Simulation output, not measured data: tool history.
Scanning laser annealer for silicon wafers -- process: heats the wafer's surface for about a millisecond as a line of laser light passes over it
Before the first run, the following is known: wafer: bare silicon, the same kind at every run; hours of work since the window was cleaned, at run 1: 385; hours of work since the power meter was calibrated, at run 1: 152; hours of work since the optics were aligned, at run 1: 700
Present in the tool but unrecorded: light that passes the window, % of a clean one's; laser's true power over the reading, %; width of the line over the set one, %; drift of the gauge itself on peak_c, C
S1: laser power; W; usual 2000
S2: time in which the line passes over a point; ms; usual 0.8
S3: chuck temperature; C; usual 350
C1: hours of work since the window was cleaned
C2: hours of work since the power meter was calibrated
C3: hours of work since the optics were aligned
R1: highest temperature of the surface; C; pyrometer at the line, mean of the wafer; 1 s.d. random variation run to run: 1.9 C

run	hour	S1	S2	S3	C1	C2	C3	R1
1	0	2000	0.8	350	385	152	700	1098
2	8.3	2000	0.8	349	389	156	704	1098
3	16.4	2000	0.8	314	392	160	707	1062
4	24.8	2000	0.8	314	396	164	711	1059
# hour 33: window over the wafer cleaned
5	35.9	2000	0.8	350	1	168	715	1101
6	40.5	2000	0.58	350	3	170	717	1002
7	46.9	2135	0.8	350	6	173	720	1151
8	54.1	2000	0.671	350	10	176	723	1044
9	60.3	2000	0.8	361	12	179	726	1111
10	69	2000	0.8	350	16	183	730	1097
11	78.1	2000	0.8	350	20	187	734	1100
12	82	2000	0.8	350	22	189	736	1097
13	90	2000	0.8	350	26	192	740	1099
14	99	2000	0.8	350	30	196	744	1099
15	108	2000	0.8	350	34	200	748	1101
16	116.8	2000	0.8	350	38	204	752	1097
17	122.4	2000	0.8	320	40	207	754	1070
18	130.3	2000	0.886	350	44	210	758	1132
19	138.1	2000	0.613	350	48	214	761	1018
20	145.6	2000	0.613	350	51	217	765	1020
21	149.5	2000	0.675	350	53	219	767	1046
22	156.1	2000	0.686	386	56	222	770	1084
23	162.5	2000	0.686	386	59	225	772	1091
24	169.8	1961	0.698	335	62	228	776	1029
25	176.6	2000	0.8	333	65	231	779	1082
26	181.5	2136	0.882	386	67	234	781	1218
27	187.4	1857	0.722	340	70	236	784	1005
28	191.9	2065	0.633	350	72	238	786	1049
29	199.1	1965	0.598	358	75	242	789	1007
30	203.7	1895	0.651	359	77	244	791	1005
31	211.8	1895	0.651	359	81	247	795	1008
32	216.2	2159	0.75	359	83	249	797	1144
33	222	2159	0.75	359	85	252	799	1143
34	228.5	1825	0.574	367	88	255	802	959
35	237.6	1825	0.574	367	93	259	806	960
36	246	1825	0.574	367	96	263	810	959
37	251.2	1825	0.941	367	99	265	813	1100
38	259	1825	0.941	367	102	269	816	1102
39	266.8	2176	0.941	337	106	272	820	1206
40	274.9	2000	0.8	339	109	276	823	1084
41	283.1	2141	0.8	381	113	280	827	1182

Below, each run's measurement less what the same run would have read without the hidden state. Both values contain the same run-to-run variation, but the gauge's scatter may not be the same in both:
run	R1
1	-3
2	-3
3	-3
4	-3
5	-1
6	-1
7	-1
8	-1
9	+0
10	+0
11	-1
12	-1
13	-1
14	-1
15	-1
16	-1
17	-1
18	-1
19	-1
20	-1
21	-1
22	-1
23	-1
24	-1
25	-1
26	-2
27	-1
28	-1
29	-1
30	-1
31	-2
32	-2
33	-1
34	-1
35	-2
36	-2
37	-1
38	-2
39	-2
40	-2
41	-2

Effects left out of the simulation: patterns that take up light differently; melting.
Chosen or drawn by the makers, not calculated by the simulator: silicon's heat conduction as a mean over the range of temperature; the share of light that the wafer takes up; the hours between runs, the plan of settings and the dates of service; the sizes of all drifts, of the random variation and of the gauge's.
